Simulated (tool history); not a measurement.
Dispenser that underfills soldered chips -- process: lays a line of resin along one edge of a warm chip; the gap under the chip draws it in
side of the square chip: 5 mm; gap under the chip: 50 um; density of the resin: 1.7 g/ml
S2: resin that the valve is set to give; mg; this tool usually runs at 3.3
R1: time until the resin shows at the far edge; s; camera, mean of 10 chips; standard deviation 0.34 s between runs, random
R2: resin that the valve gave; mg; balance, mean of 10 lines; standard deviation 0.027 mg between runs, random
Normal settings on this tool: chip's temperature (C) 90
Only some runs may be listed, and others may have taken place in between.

{"run": 1, "day": 0.0, "chip's temperature (C)": 90, "S2": 3.3, "R1": 23.5, "R2": 3.15}
{"day": 0.142, "done": "new syringe of resin"}
{"run": 2, "day": 0.3, "chip's temperature (C)": 90, "S2": 3.3, "R1": 19.3, "R2": 3.1}
{"run": 3, "day": 0.554, "chip's temperature (C)": 79, "S2": 3.3, "R1": 34, "R2": 3.12}
{"day": 0.629, "done": "new syringe of resin"}
{"run": 4, "day": 0.85, "chip's temperature (C)": 90, "S2": 3.07, "R1": 21, "R2": 2.89}
{"run": 5, "day": 1.092, "chip's temperature (C)": 90, "S2": 3.07, "R1": 26.1, "R2": 2.84}
{"day": 1.125, "done": "new syringe of resin"}
{"run": 6, "day": 1.354, "chip's temperature (C)": 90, "S2": 3.3, "R1": 21.6, "R2": 3.09}
{"day": 1.604, "done": "new syringe of resin"}
{"run": 7, "day": 1.671, "chip's temperature (C)": 90, "S2": 3.3, "R1": 18.1, "R2": 3.07}
{"run": 8, "day": 1.904, "chip's temperature (C)": 90, "S2": 3.3, "R1": 22.4, "R2": 3.05}
{"day": 2.083, "done": "new syringe of resin"}
{"run": 9, "day": 2.112, "chip's temperature (C)": 90, "S2": 3.3, "R1": 17.2, "R2": 3.02}
{"day": 2.292, "done": "dispensing valve cleaned and set on the balance"}
{"run": 10, "day": 2.321, "chip's temperature (C)": 90, "S2": 3.07, "R1": 20.2, "R2": 3.09}
{"run": 11, "day": 2.571, "chip's temperature (C)": 90, "S2": 3.07, "R1": 25.6, "R2": 3.03}
{"day": 2.604, "done": "new syringe of resin"}
{"run": 12, "day": 2.746, "chip's temperature (C)": 90, "S2": 3.27, "R1": 19.6, "R2": 3.22}
{"run": 13, "day": 2.942, "chip's temperature (C)": 90, "S2": 3.27, "R1": 22.9, "R2": 3.19}
{"day": 3.108, "done": "new syringe of resin"}
{"run": 14, "day": 3.233, "chip's temperature (C)": 76, "S2": 3.3, "R1": 28.3, "R2": 3.29}
{"run": 15, "day": 3.417, "chip's temperature (C)": 76, "S2": 3.3, "R1": 32.8, "R2": 3.25}
{"day": 3.588, "done": "new syringe of resin"}
{"run": 16, "day": 3.717, "chip's temperature (C)": 76, "S2": 3.3, "R1": 28.5, "R2": 3.19}
{"run": 17, "day": 3.904, "chip's temperature (C)": 76, "S2": 3.3, "R1": 33.5, "R2": 3.21}
{"day": 4.071, "done": "new syringe of resin"}
{"run": 18, "day": 4.188, "chip's temperature (C)": 76, "S2": 3.26, "R1": 27.7, "R2": 3.11}
{"run": 19, "day": 4.333, "chip's temperature (C)": 76, "S2": 3.26, "R1": 32.8, "R2": 3.18}
{"day": 4.567, "done": "new syringe of resin"}
{"run": 20, "day": 4.667, "chip's temperature (C)": 94, "S2": 3.01, "R1": 16.1, "R2": 2.85}
{"run": 21, "day": 4.958, "chip's temperature (C)": 98, "S2": 3.02, "R1": 19.3, "R2": 2.94}
{"day": 5.054, "done": "new syringe of resin"}
{"run": 22, "day": 5.154, "chip's temperature (C)": 78, "S2": 3.02, "R1": 26.8, "R2": 2.89}
{"run": 23, "day": 5.338, "chip's temperature (C)": 83, "S2": 3.43, "R1": 26.2, "R2": 3.28}
{"day": 5.554, "done": "new syringe of resin"}
{"run": 24, "day": 5.654, "chip's temperature (C)": 90, "S2": 3.09, "R1": 18.3, "R2": 2.89}
{"run": 25, "day": 5.804, "chip's temperature (C)": 90, "S2": 3.09, "R1": 21.4, "R2": 2.87}
{"run": 26, "day": 5.971, "chip's temperature (C)": 88, "S2": 4.03, "R1": 25.3, "R2": 3.77}
{"day": 6.033, "done": "new syringe of resin"}
{"run": 27, "day": 6.246, "chip's temperature (C)": 83, "S2": 4.11, "R1": 24.1, "R2": 3.84}
{"run": 28, "day": 6.475, "chip's temperature (C)": 105, "S2": 3.3, "R1": 16.3, "R2": 3.07}
{"day": 6.529, "done": "new syringe of resin"}
{"run": 29, "day": 6.725, "chip's temperature (C)": 96, "S2": 4.05, "R1": 16.5, "R2": 3.75}
{"run": 30, "day": 6.946, "chip's temperature (C)": 96, "S2": 4.05, "R1": 19.4, "R2": 3.73}
{"day": 7.021, "done": "new syringe of resin"}
{"run": 31, "day": 7.225, "chip's temperature (C)": 96, "S2": 4.05, "R1": 16.4, "R2": 3.73}
{"run": 32, "day": 7.362, "chip's temperature (C)": 84, "S2": 2.91, "R1": 28.5, "R2": 2.69}
{"day": 7.504, "done": "new syringe of resin"}
{"day": 7.696, "done": "dispensing valve cleaned and set on the balance"}
{"run": 33, "day": 7.7, "chip's temperature (C)": 87, "S2": 3.94, "R1": 20.5, "R2": 3.97}
{"run": 34, "day": 8.008, "chip's temperature (C)": 87, "S2": 3.35, "R1": 26.9, "R2": 3.29}
{"day": 8.042, "done": "new syringe of resin"}
{"run": 35, "day": 8.275, "chip's temperature (C)": 95, "S2": 4.2, "R1": 17.5, "R2": 4.16}

Consider 5 possible next runs. They are alternatives, not a sequence: every one starts from the tool as it was left by run 35. What does each give?
{"day": 8.538, "done": "new syringe of resin"}
{"run": "A", "day": 8.538, "chip's temperature (C)": 95, "S2": 3.16, "R1": "?", "R2": "?"}
{"day": 8.538, "done": "new syringe of resin"}
{"run": "B", "day": 8.538, "chip's temperature (C)": 88, "S2": 4.12, "R1": "?", "R2": "?"}
{"day": 8.538, "done": "new syringe of resin"}
{"run": "C", "day": 8.538, "chip's temperature (C)": 78, "S2": 3.38, "R1": "?", "R2": "?"}
{"day": 8.538, "done": "new syringe of resin"}
{"run": "D", "day": 8.538, "chip's temperature (C)": 100, "S2": 2.88, "R1": "?", "R2": "?"}
{"day": 8.538, "done": "new syringe of resin"}
{"run": "E", "day": 8.538, "chip's temperature (C)": 94, "S2": 3.81, "R1": "?", "R2": "?"}

run=A R1=14.6 R2=3.07
run=B R1=17.2 R2=4.06
run=C R1=23.6 R2=3.3
run=D R1=12.8 R2=2.86
run=E R1=14.4 R2=3.76
Take away the tool's hidden state, keep each run's random variation, and the runs would have read:
run=A R1=15.1 R2=3.12
run=B R1=18 R2=4.13
run=C R1=24.6 R2=3.35
run=D R1=13.3 R2=2.91
run=E R1=15 R2=3.82
